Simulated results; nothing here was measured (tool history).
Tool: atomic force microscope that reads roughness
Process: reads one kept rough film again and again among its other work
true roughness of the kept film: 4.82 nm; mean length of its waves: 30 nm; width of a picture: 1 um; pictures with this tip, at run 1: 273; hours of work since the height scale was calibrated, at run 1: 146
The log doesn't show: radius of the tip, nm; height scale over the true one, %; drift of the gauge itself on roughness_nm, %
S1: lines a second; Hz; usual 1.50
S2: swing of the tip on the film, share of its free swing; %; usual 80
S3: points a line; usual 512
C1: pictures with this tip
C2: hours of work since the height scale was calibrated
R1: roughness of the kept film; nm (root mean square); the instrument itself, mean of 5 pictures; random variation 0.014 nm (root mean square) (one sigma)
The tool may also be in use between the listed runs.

| run | hour | S1 | S2 | S3 | C1 | C2 | R1 |
|---|---|---|---|---|---|---|---|
| 1 | 0.0 | 1.50 | 80 | 512 | 273 | 146 | 2.961 |
| 2 | 6.3 | 1.50 | 80 | 512 | 279 | 149 | 2.994 |
| 3 | 13.1 | 1.50 | 80 | 512 | 286 | 152 | 2.952 |
| 4 | 19.5 | 1.50 | 80 | 512 | 292 | 154 | 2.964 |
| 5 | 32.6 | 1.50 | 80 | 512 | 305 | 160 | 2.943 |
| 6 | 40.7 | 1.50 | 80 | 512 | 313 | 163 | 2.921 |
| 7 | 51.1 | 1.50 | 80 | 512 | 323 | 168 | 2.915 |
| 8 | 56.8 | 1.50 | 80 | 512 | 329 | 170 | 2.917 |
| 9 | 64.9 | 1.50 | 80 | 512 | 337 | 173 | 2.913 |
| 10 | 77.2 | 2.04 | 80 | 512 | 349 | 179 | 2.759 |
| 11 | 83.1 | 2.04 | 80 | 512 | 355 | 181 | 2.748 |
| 12 | 89.4 | 2.04 | 80 | 512 | 361 | 184 | 2.729 |
| 13 | 96.9 | 2.04 | 80 | 512 | 368 | 187 | 2.721 |
| 14 | 107.1 | 2.04 | 80 | 512 | 378 | 191 | 2.718 |
|  | 113.6 | new tip fitted |
| 15 | 120.9 | 1.50 | 69 | 512 | 7 | 197 | 3.603 |
| 16 | 131.5 | 1.50 | 69 | 512 | 17 | 201 | 3.570 |
| 17 | 142.0 | 1.50 | 69 | 512 | 28 | 206 | 3.588 |
| 18 | 155.6 | 1.50 | 69 | 512 | 41 | 211 | 3.545 |
| 19 | 162.1 | 2.31 | 69 | 286 | 47 | 214 | 3.379 |
| 20 | 171.7 | 0.80 | 58 | 327 | 57 | 218 | 3.705 |
| 21 | 183.3 | 0.80 | 66 | 424 | 68 | 223 | 3.693 |
| 22 | 190.8 | 0.86 | 60 | 363 | 75 | 226 | 3.640 |
| 23 | 203.7 | 0.86 | 60 | 363 | 88 | 232 | 3.626 |
| 24 | 209.5 | 0.74 | 56 | 339 | 94 | 234 | 3.679 |
| 25 | 222.9 | 1.50 | 65 | 468 | 107 | 240 | 3.468 |
| 26 | 235.5 | 1.50 | 65 | 468 | 119 | 245 | 3.469 |
| 27 | 244.8 | 1.50 | 65 | 468 | 128 | 249 | 3.414 |
| 28 | 256.8 | 1.50 | 65 | 468 | 140 | 254 | 3.464 |
| 29 | 266.4 | 1.24 | 80 | 512 | 149 | 258 | 3.231 |
| 30 | 272.5 | 1.24 | 80 | 719 | 155 | 261 | 3.259 |
| 31 | 279.6 | 1.24 | 74 | 719 | 162 | 264 | 3.312 |
| 32 | 286.2 | 0.53 | 74 | 650 | 169 | 267 | 3.467 |
| 33 | 295.4 | 2.38 | 56 | 890 | 178 | 270 | 3.406 |
| 34 | 302.2 | 2.38 | 56 | 890 | 184 | 273 | 3.436 |
| 35 | 315.7 | 2.38 | 84 | 309 | 198 | 279 | 2.722 |

Hidden state or all else? Some run-to-run changes of R1, split into what the settings, what came in and random variation would give without the hidden state, and what is left for the hidden state (with any gauge scatter that isn't in both results):
Run 14 -> 15: S1 2.04 -> 1.50, S2 80 -> 69, new tip fitted. R1 +0.885 nm (root mean square): hidden state +0.514, all else +0.371.
Run 19 -> 20: S1 2.31 -> 0.80, S2 69 -> 58, S3 286 -> 327. R1 +0.326 nm (root mean square): hidden state -0.030, all else +0.356.
Run 34 -> 35: S2 56 -> 84, S3 890 -> 309. R1 -0.714 nm (root mean square): hidden state +0.053, all else -0.767.
